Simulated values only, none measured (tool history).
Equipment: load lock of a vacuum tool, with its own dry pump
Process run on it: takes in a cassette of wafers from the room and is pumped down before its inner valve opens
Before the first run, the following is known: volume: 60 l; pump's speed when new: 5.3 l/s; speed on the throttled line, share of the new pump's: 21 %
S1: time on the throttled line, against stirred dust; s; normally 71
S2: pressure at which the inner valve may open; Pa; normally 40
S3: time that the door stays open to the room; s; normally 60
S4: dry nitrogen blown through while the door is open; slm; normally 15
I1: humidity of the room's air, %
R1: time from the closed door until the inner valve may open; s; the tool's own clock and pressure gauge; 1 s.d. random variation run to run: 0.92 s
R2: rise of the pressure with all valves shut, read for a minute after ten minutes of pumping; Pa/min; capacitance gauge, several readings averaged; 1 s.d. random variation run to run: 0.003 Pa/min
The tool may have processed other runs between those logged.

Run 1, hour 0.0: usual settings; I1 43.6. Result: R1 146.6 s, R2 0.033 Pa/min.
Run 2, hour 114.1: usual settings; I1 42.8. Result: R1 146.0 s, R2 0.028 Pa/min.
Run 3, hour 215.5: usual settings; I1 44.2. Result: R1 144.1 s, R2 0.029 Pa/min.
Run 4, hour 379.0: usual settings; I1 48.0. Result: R1 144.6 s, R2 0.038 Pa/min.
Run 5, hour 465.9: usual settings; I1 48.1. Result: R1 145.9 s, R2 0.034 Pa/min.
Run 6, hour 589.1: usual settings; I1 44.8. Result: R1 144.8 s, R2 0.030 Pa/min.
Run 7, hour 772.6: usual settings but S3 34 s; I1 45.8. Result: R1 144.9 s, R2 0.025 Pa/min.
Run 8, hour 855.0: usual settings but S3 34 s; I1 41.7. Result: R1 144.3 s, R2 0.018 Pa/min.
Run 9, hour 1031.8: usual settings but S3 130 s; I1 48.7. Result: R1 145.4 s, R2 0.045 Pa/min.
Run 10, hour 1134.7: usual settings; I1 41.7. Result: R1 144.2 s, R2 0.026 Pa/min.
Run 11, hour 1285.8: usual settings; I1 42.8. Result: R1 145.1 s, R2 0.026 Pa/min.
Run 12, hour 1379.4: usual settings; I1 44.0. Result: R1 143.8 s, R2 0.029 Pa/min.
Run 13, hour 1497.6: usual settings; I1 44.8. Result: R1 144.2 s, R2 0.025 Pa/min.
Run 14, hour 1676.0: usual settings; I1 44.0. Result: R1 145.9 s, R2 0.024 Pa/min.
Run 15, hour 1799.2: usual settings but S3 133 s; I1 44.5. Result: R1 144.0 s, R2 0.043 Pa/min.
Run 16, hour 1875.8: usual settings but S2 47 Pa, S3 104 s; I1 43.5. Result: R1 144.0 s, R2 0.036 Pa/min.
Run 17, hour 1989.5: usual settings but S2 47 Pa, S3 104 s; I1 45.2. Result: R1 143.1 s, R2 0.037 Pa/min.
Run 18, hour 2068.4: usual settings but S1 46 s, S2 47 Pa, S3 104 s, S4 16 slm; I1 47.5. Result: R1 123.7 s, R2 0.042 Pa/min.
Run 19, hour 2228.0: usual settings but S1 46 s, S2 47 Pa, S3 104 s, S4 5 slm; I1 43.7. Result: R1 122.9 s, R2 0.049 Pa/min.
Run 20, hour 2410.8: usual settings but S2 53 Pa, S4 12 slm; I1 45.3. Result: R1 140.2 s, R2 0.029 Pa/min.
Run 21, hour 2586.1: usual settings but S3 224 s, S4 28 slm; I1 42.3. Result: R1 144.6 s, R2 0.035 Pa/min.

Forecast each of these 5 alternatives for the next run:
Run A, hour 2770.8: usual settings but S2 67 Pa, S3 54 s, S4 34 slm; I1 40.3. Result: R1 ?, R2 ?.
Run B, hour 2770.8: usual settings but S1 108 s, S2 28 Pa, S4 8 slm; I1 44.7. Result: R1 ?, R2 ?.
Run C, hour 2770.8: usual settings but S1 48 s, S3 236 s, S4 28 slm; I1 44.4. Result: R1 ?, R2 ?.
Run D, hour 2770.8: usual settings but S1 100 s, S2 47 Pa, S4 9 slm; I1 45.5. Result: R1 ?, R2 ?.
Run E, hour 2770.8: usual settings but S2 57 Pa, S3 224 s, S4 28 slm; I1 44.1. Result: R1 ?, R2 ?.

run     R1     R2
  A  140.0  0.018
  B  179.3  0.041
  C  127.4  0.037
  D  166.8  0.035
  E  141.2  0.045
Stripped of hidden state, with their random variation kept, the same runs would have yielded:
run     R1     R2
  A  139.8  0.018
  B  179.1  0.040
  C  127.1  0.037
  D  166.6  0.035
  E  141.0  0.045
